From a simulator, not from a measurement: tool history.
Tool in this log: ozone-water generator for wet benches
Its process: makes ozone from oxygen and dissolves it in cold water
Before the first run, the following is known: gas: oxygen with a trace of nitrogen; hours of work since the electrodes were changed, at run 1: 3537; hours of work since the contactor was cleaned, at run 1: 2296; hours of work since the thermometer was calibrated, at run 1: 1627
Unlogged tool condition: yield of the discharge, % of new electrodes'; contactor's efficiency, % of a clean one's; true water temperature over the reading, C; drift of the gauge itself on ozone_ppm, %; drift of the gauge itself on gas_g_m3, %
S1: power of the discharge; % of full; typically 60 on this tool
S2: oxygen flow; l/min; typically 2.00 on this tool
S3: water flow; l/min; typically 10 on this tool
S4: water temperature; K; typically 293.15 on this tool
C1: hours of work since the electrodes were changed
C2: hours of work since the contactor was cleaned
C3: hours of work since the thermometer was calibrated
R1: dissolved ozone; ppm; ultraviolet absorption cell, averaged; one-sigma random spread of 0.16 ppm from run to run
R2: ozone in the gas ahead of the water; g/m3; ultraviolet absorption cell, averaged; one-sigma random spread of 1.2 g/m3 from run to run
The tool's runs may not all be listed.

run,hour,S1,S2,S3,S4,C1,C2,C3,R1,R2
1,0.0,60,2.00,10,293.15,3537,2296,1627,17.7,186.4
2,86.8,60,2.00,10,293.15,3623,2382,1712,17.8,185.3
3,130.1,60,2.00,10,293.15,3666,2425,1755,17.8,186.4
4,204.0,60,2.00,10,293.15,3739,2498,1828,17.8,185.7
5,255.9,60,2.00,10,293.15,3791,2549,1880,17.5,184.3
6,305.4,60,2.00,10,293.15,3839,2598,1929,17.6,182.7
7,386.0,60,2.00,10,293.15,3919,2678,2009,17.5,183.9
8,460.9,40,2.00,10,293.15,3993,2752,2083,13.3,139.1
9,531.4,40,2.00,10,293.15,4063,2822,2153,13.4,139.4
10,627.2,60,2.00,10,293.15,4158,2917,2248,17.4,180.9
11,729.0,60,2.00,10,293.15,4259,3018,2348,17.4,179.1
12,801.6,60,2.00,8,293.15,4331,3090,2420,19.9,178.6
13,898.0,60,2.00,8,293.15,4426,3185,2516,20.1,179.5
14,997.5,60,2.00,8,293.15,4525,3284,2614,20.0,179.1
15,1055.8,60,2.00,8,293.15,4583,3341,2672,20.0,177.3
16,1138.5,60,2.00,8,293.15,4664,3423,2754,19.7,176.8
17,1221.0,60,1.28,8,293.15,4746,3505,2835,18.5,213.8
18,1317.8,98,2.00,10,293.15,4842,3601,2931,22.6,239.3
19,1385.9,98,2.00,10,293.15,4909,3668,2999,22.5,235.6
20,1438.4,98,2.00,10,293.15,4961,3720,3051,22.3,236.6

What does the tool deliver on the next run?
21,1543.4,98,2.00,10,293.15,5065,3824,3155,?,?

Run 21 gave R1 22.1 ppm, R2 235.2 g/m3.
With the hidden condition absent and the run-to-run variation left alone, this run would have shown R1 30.4 ppm, R2 312.6 g/m3.
